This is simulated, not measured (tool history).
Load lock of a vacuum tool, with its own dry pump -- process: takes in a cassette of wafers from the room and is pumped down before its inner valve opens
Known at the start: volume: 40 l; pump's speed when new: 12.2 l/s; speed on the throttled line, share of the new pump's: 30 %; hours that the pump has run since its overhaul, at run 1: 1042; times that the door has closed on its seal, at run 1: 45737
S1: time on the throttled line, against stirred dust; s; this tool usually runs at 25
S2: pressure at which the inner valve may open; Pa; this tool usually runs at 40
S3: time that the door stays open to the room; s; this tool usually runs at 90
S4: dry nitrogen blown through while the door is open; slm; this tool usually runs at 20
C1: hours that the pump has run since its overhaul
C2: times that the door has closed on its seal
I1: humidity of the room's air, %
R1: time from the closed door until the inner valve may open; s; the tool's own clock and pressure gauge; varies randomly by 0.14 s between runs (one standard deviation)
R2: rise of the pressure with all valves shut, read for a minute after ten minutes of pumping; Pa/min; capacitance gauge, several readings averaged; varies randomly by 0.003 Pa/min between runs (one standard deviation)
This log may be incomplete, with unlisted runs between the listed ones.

Run 1, day 0: usual settings; C1 1042; C2 45737; I1 46.4. Result: R1 43.3 s, R2 0.043 Pa/min.
Run 2, day 2.012: usual settings; C1 1091; C2 45894; I1 45.7. Result: R1 43.3 s, R2 0.038 Pa/min.
Run 3, day 4.525: usual settings; C1 1151; C2 46090; I1 47.3. Result: R1 43.4 s, R2 0.039 Pa/min.
Run 4, day 6.862: usual settings; C1 1207; C2 46273; I1 45. Result: R1 43.4 s, R2 0.034 Pa/min.
Run 5, day 9.917: usual settings but S2 33 Pa; C1 1280; C2 46512; I1 47.4. Result: R1 44.2 s, R2 0.039 Pa/min.
Run 6, day 14.417: usual settings but S2 33 Pa; C1 1388; C2 46863; I1 44.6. Result: R1 43.9 s, R2 0.035 Pa/min.
Run 7, day 16.475: usual settings but S2 33 Pa; C1 1438; C2 47025; I1 44.5. Result: R1 44 s, R2 0.038 Pa/min.
At day 17.271: door's seal changed, seat wiped.
Run 8, day 18.933: usual settings but S2 33 Pa; C1 1495; C2 130; I1 43.7. Result: R1 44.4 s, R2 0.034 Pa/min.
Run 9, day 21.5: usual settings but S2 33 Pa; C1 1557; C2 330; I1 46. Result: R1 44.2 s, R2 0.035 Pa/min.
Run 10, day 24.008: usual settings but S4 15 slm; C1 1617; C2 526; I1 43.9. Result: R1 43.3 s, R2 0.037 Pa/min.
Run 11, day 26.617: usual settings but S4 15 slm; C1 1680; C2 730; I1 42. Result: R1 43.5 s, R2 0.039 Pa/min.
Run 12, day 30.562: usual settings but S4 15 slm; C1 1775; C2 1039; I1 46.3. Result: R1 43.4 s, R2 0.043 Pa/min.
Run 13, day 34.367: usual settings but S3 45 s; C1 1866; C2 1336; I1 45.8. Result: R1 43.3 s, R2 0.027 Pa/min.
Run 14, day 39.017: usual settings but S2 38 Pa, S3 196 s; C1 1977; C2 1699; I1 45.1. Result: R1 43.7 s, R2 0.049 Pa/min.
Run 15, day 42.075: usual settings but S1 21 s, S2 38 Pa, S3 50 s, S4 10 slm; C1 2051; C2 1939; I1 47.4. Result: R1 40.7 s, R2 0.037 Pa/min.
Run 16, day 45.992: usual settings but S1 21 s, S2 38 Pa, S3 50 s, S4 10 slm; C1 2145; C2 2245; I1 51.9. Result: R1 40.8 s, R2 0.037 Pa/min.
Run 17, day 50.788: usual settings but S2 39 Pa; C1 2260; C2 2620; I1 45.5. Result: R1 43.4 s, R2 0.044 Pa/min.
Run 18, day 53.808: usual settings but S2 39 Pa, S4 12 slm; C1 2332; C2 2856; I1 43.7. Result: R1 43.3 s, R2 0.045 Pa/min.
Run 19, day 57.942: usual settings but S2 38 Pa, S3 105 s; C1 2432; C2 3179; I1 47.1. Result: R1 43.5 s, R2 0.037 Pa/min.
Run 20, day 60.612: usual settings but S3 50 s, S4 41 slm; C1 2496; C2 3388; I1 46.8. Result: R1 43.5 s, R2 0.018 Pa/min.
Run 21, day 63.729: usual settings but S1 19 s, S2 53 Pa; C1 2570; C2 3631; I1 45.3. Result: R1 38.4 s, R2 0.035 Pa/min.
Run 22, day 67.217: usual settings but S1 19 s, S2 52 Pa, S4 11 slm; C1 2654; C2 3904; I1 46.4. Result: R1 38.2 s, R2 0.039 Pa/min.
Run 23, day 69.417: usual settings but S1 15 s, S2 74 Pa, S3 76 s, S4 17 slm; C1 2707; C2 4076; I1 46.2. Result: R1 34.3 s, R2 0.031 Pa/min.
Run 24, day 72.25: usual settings but S1 41 s; C1 2775; C2 4297; I1 48.6. Result: R1 54.5 s, R2 0.041 Pa/min.
Run 25, day 74.196: usual settings but S1 41 s; C1 2822; C2 4449; I1 44.6. Result: R1 54.8 s, R2 0.033 Pa/min.
Run 26, day 76.462: usual settings but S1 17 s, S2 65 Pa, S3 87 s, S4 17 slm; C1 2876; C2 4627; I1 47.2. Result: R1 36.4 s, R2 0.037 Pa/min.

Alternative continuations, all from the tool just after run 26; predict every row:
Run A, day 81.038: usual settings but S1 17 s, S2 55 Pa, S3 137 s, S4 6 slm; C1 2986; C2 4984; I1 41.3. Result: R1 ?, R2 ?.
Run B, day 81.038: usual settings but S1 40 s, S2 31 Pa, S3 81 s; C1 2986; C2 4984; I1 44.3. Result: R1 ?, R2 ?.
Run C, day 81.038: usual settings but S2 70 Pa, S3 27 s, S4 12 slm; C1 2986; C2 4984; I1 43.9. Result: R1 ?, R2 ?.
Run D, day 81.038: usual settings but S1 17 s, S2 65 Pa, S3 87 s, S4 37 slm; C1 2986; C2 4984; I1 47. Result: R1 ?, R2 ?.
Run E, day 81.038: usual settings but S1 33 s, S2 65 Pa, S3 87 s, S4 17 slm; C1 2986; C2 4984; I1 44.7. Result: R1 ?, R2 ?.

run    R1     R2
  A  36.9  0.065
  B  54.6  0.033
  C  41.4   0.03
  D  36.4  0.021
  E  47.5  0.031
The same runs, with their run-to-run variation unchanged, on a tool lacking any hidden condition would have given:
run    R1     R2
  A  36.9  0.065
  B  54.6  0.033
  C  41.4   0.03
  D  36.4   0.02
  E  47.5  0.031

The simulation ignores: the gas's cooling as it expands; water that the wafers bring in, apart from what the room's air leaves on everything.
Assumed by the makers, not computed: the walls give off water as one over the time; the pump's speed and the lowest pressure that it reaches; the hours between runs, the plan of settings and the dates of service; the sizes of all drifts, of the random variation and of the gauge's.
